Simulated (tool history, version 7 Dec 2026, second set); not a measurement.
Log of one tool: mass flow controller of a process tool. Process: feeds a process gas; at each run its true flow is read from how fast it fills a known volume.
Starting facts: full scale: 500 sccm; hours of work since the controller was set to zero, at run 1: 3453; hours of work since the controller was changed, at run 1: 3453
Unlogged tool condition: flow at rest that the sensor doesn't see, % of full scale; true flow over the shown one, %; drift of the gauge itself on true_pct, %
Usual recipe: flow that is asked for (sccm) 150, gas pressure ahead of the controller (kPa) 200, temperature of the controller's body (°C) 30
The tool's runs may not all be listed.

run	hour	flow that is asked for (sccm)	gas pressure ahead of the controller (kPa)	temperature of the controller's body (°C)	hours of work since the controller was set to zero	hours of work since the controller was changed	true flow (%)
1	0	150	200	30	3453	3453	97.61
2	277.9	150	141	30	3573	3573	97.78
3	484.6	150	141	30	3662	3662	97.67
4	651.1	150	141	30	3734	3734	97.66
5	848.4	150	141	30	3819	3819	97.7
6	1106.6	150	141	30	3930	3930	97.73
7	1275.3	150	200	30	4003	4003	97.45
8	1468.5	150	200	30	4086	4086	97.74
9	1708.2	150	200	30	4189	4189	97.72
10	1976.5	150	200	30	4305	4305	97.67
11	2106.2	150	200	30	4361	4361	97.62
12	2296.1	150	200	30	4442	4442	97.66
13	2540.4	150	200	30	4548	4548	97.51
14	2701.5	150	200	30	4617	4617	97.71
15	2829.4	321	200	30	4672	4672	98.65
16	3102.7	321	200	30	4790	4790	98.59
17	3334.7	321	200	30	4890	4890	98.55
18	3458.1	150	213	30	4943	4943	97.62
19	3646.1	150	213	30	5024	5024	97.72
20	3808	150	213	30	5094	5094	97.59
21	3991.1	150	200	22	5173	5173	98.39
22	4173.9	150	179	30	5252	5252	97.6
23	4387.1	150	179	30	5344	5344	97.67
24	4528.6	150	179	30	5405	5405	97.7
25	4672.3	227	200	22	5466	5466	98.73
26	4948.9	150	163	30	5586	5586	97.67
27	5080.8	150	163	38	5643	5643	97.02
# hour 5124.8: controller's zero set anew
28	5316.4	150	163	38	83	5744	97.09
29	5576.9	150	163	32	195	5856	97.5
30	5826.5	109	195	39	302	5964	96.59
31	6004.7	86	200	27	379	6040	97.51
32	6191	55	200	35	460	6121	96.64
33	6442.1	55	200	35	568	6229	96.76
34	6657.4	420	239	36	660	6322	98.53
35	6836.4	408	201	36	738	6399	98.54
36	7114.1	408	201	36	857	6519	98.53
37	7321.4	150	142	22	947	6608	98.47
38	7566.6	65	278	39	1052	6714	96.12
39	7763.4	150	195	28	1137	6798	97.92
40	7953.6	150	144	30	1219	6880	97.7
41	8099.9	173	174	30	1282	6943	97.72
42	8306.6	173	174	30	1371	7032	97.65
43	8522.8	173	174	30	1464	7126	97.74
44	8762	173	174	30	1567	7229	97.81
45	9017.2	138	200	21	1677	7339	98.31
46	9175.4	138	200	21	1746	7407	98.31
47	9391.1	138	178	22	1839	7500	98.32

Forecast each of these 5 alternatives for the next run:
A	9559.9	50	178	22	1911	7573	?
B	9559.9	150	200	31	1911	7573	?
C	9559.9	319	189	22	1911	7573	?
D	9559.9	150	253	26	1911	7573	?
E	9559.9	138	192	24	1911	7573	?

run	true flow (%)
A	97.8
B	97.66
C	99.25
D	97.87
E	98.05
With no hidden state in the tool, these same runs would have given:
run	true flow (%)
A	97.78
B	97.65
C	99.24
D	97.86
E	98.04

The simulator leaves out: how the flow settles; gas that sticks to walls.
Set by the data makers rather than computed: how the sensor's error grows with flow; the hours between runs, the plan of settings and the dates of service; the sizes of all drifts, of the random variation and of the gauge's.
